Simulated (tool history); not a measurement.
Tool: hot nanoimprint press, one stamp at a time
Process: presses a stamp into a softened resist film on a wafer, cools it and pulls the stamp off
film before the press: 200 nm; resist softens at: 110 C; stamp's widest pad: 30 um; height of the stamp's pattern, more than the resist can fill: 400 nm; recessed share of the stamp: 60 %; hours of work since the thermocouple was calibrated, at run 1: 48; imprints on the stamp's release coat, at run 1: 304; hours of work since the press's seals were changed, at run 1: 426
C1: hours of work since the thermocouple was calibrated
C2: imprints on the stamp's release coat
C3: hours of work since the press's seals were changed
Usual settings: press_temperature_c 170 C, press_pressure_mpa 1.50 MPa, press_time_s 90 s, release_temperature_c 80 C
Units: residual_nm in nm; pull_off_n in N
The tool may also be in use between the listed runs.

{"run": 1, "hour": 0.0, "press_temperature_c": 170, "press_pressure_mpa": 1.5, "press_time_s": 90, "release_temperature_c": 80, "C1": 48, "C2": 304, "C3": 426, "residual_nm": 89.7, "pull_off_n": 114}
{"run": 2, "hour": 16.8, "press_temperature_c": 170, "press_pressure_mpa": 1.99, "press_time_s": 90, "release_temperature_c": 80, "C1": 56, "C2": 359, "C3": 434, "residual_nm": 77.1, "pull_off_n": 112}
{"run": 3, "hour": 30.4, "press_temperature_c": 170, "press_pressure_mpa": 1.22, "press_time_s": 90, "release_temperature_c": 80, "C1": 63, "C2": 403, "C3": 441, "residual_nm": 99.4, "pull_off_n": 111}
{"run": 4, "hour": 48.2, "press_temperature_c": 170, "press_pressure_mpa": 1.5, "press_time_s": 90, "release_temperature_c": 80, "C1": 72, "C2": 461, "C3": 450, "residual_nm": 89.8, "pull_off_n": 114}
{"run": 5, "hour": 73.8, "press_temperature_c": 170, "press_pressure_mpa": 1.5, "press_time_s": 90, "release_temperature_c": 80, "C1": 85, "C2": 544, "C3": 463, "residual_nm": 91.0, "pull_off_n": 121}
{"run": 6, "hour": 93.5, "press_temperature_c": 170, "press_pressure_mpa": 1.5, "press_time_s": 90, "release_temperature_c": 80, "C1": 95, "C2": 608, "C3": 473, "residual_nm": 89.9, "pull_off_n": 118}
{"run": 7, "hour": 109.8, "press_temperature_c": 170, "press_pressure_mpa": 1.5, "press_time_s": 90, "release_temperature_c": 80, "C1": 104, "C2": 662, "C3": 482, "residual_nm": 90.1, "pull_off_n": 126}
{"run": 8, "hour": 137.1, "press_temperature_c": 170, "press_pressure_mpa": 1.5, "press_time_s": 90, "release_temperature_c": 80, "C1": 118, "C2": 750, "C3": 496, "residual_nm": 91.2, "pull_off_n": 119}
{"hour": 142.7, "done": "plate thermocouple calibrated"}
{"run": 9, "hour": 166.9, "press_temperature_c": 170, "press_pressure_mpa": 1.5, "press_time_s": 90, "release_temperature_c": 80, "C1": 12, "C2": 838, "C3": 509, "residual_nm": 92.0, "pull_off_n": 131}
{"run": 10, "hour": 195.0, "press_temperature_c": 170, "press_pressure_mpa": 1.5, "press_time_s": 170, "release_temperature_c": 80, "C1": 27, "C2": 929, "C3": 524, "residual_nm": 74.4, "pull_off_n": 138}
{"hour": 210.0, "done": "stamp cleaned and given a new release coat"}
{"run": 11, "hour": 217.0, "press_temperature_c": 180, "press_pressure_mpa": 2.13, "press_time_s": 103, "release_temperature_c": 77, "C1": 35, "C2": 22, "C3": 532, "residual_nm": 48.4, "pull_off_n": 98}
{"run": 12, "hour": 244.8, "press_temperature_c": 180, "press_pressure_mpa": 2.13, "press_time_s": 103, "release_temperature_c": 77, "C1": 49, "C2": 113, "C3": 546, "residual_nm": 48.4, "pull_off_n": 103}
{"hour": 249.8, "done": "plate thermocouple calibrated, once more"}
{"run": 13, "hour": 263.2, "press_temperature_c": 169, "press_pressure_mpa": 0.95, "press_time_s": 62, "release_temperature_c": 81, "C1": 7, "C2": 163, "C3": 554, "residual_nm": 128.1, "pull_off_n": 101}
{"run": 14, "hour": 285.1, "press_temperature_c": 169, "press_pressure_mpa": 0.95, "press_time_s": 62, "release_temperature_c": 81, "C1": 18, "C2": 235, "C3": 565, "residual_nm": 128.8, "pull_off_n": 108}
{"run": 15, "hour": 306.7, "press_temperature_c": 169, "press_pressure_mpa": 0.95, "press_time_s": 62, "release_temperature_c": 81, "C1": 29, "C2": 305, "C3": 576, "residual_nm": 128.9, "pull_off_n": 111}
{"run": 16, "hour": 332.7, "press_temperature_c": 170, "press_pressure_mpa": 1.89, "press_time_s": 90, "release_temperature_c": 81, "C1": 42, "C2": 390, "C3": 589, "residual_nm": 79.1, "pull_off_n": 112}
{"run": 17, "hour": 346.3, "press_temperature_c": 171, "press_pressure_mpa": 1.52, "press_time_s": 50, "release_temperature_c": 88, "C1": 49, "C2": 434, "C3": 596, "residual_nm": 103.1, "pull_off_n": 108}
{"run": 18, "hour": 364.6, "press_temperature_c": 170, "press_pressure_mpa": 1.7, "press_time_s": 49, "release_temperature_c": 84, "C1": 59, "C2": 494, "C3": 605, "residual_nm": 103.4, "pull_off_n": 118}
{"run": 19, "hour": 390.4, "press_temperature_c": 165, "press_pressure_mpa": 2.38, "press_time_s": 96, "release_temperature_c": 79, "C1": 72, "C2": 578, "C3": 619, "residual_nm": 86.2, "pull_off_n": 123}
{"run": 20, "hour": 421.2, "press_temperature_c": 167, "press_pressure_mpa": 2.2, "press_time_s": 90, "release_temperature_c": 81, "C1": 87, "C2": 678, "C3": 634, "residual_nm": 83.9, "pull_off_n": 124}

3 ways to go on from here, each from the tool as it stands after run 20. What would each give?
{"run": "A", "hour": 446.6, "press_temperature_c": 167, "press_pressure_mpa": 1.21, "press_time_s": 90, "release_temperature_c": 68, "C1": 100, "C2": 761, "C3": 647, "residual_nm": "?", "pull_off_n": "?"}
{"run": "B", "hour": 446.6, "press_temperature_c": 162, "press_pressure_mpa": 1.54, "press_time_s": 90, "release_temperature_c": 69, "C1": 100, "C2": 761, "C3": 647, "residual_nm": "?", "pull_off_n": "?"}
{"run": "C", "hour": 446.6, "press_temperature_c": 167, "press_pressure_mpa": 2.2, "press_time_s": 127, "release_temperature_c": 70, "C1": 100, "C2": 761, "C3": 647, "residual_nm": "?", "pull_off_n": "?"}

run=A residual_nm=114.9 pull_off_n=134
run=B residual_nm=123.1 pull_off_n=133
run=C residual_nm=75.1 pull_off_n=128
Without the tool's hidden state the same runs would have given:
run=A residual_nm=111.2 pull_off_n=108
run=B residual_nm=118.7 pull_off_n=107
run=C residual_nm=71.2 pull_off_n=102
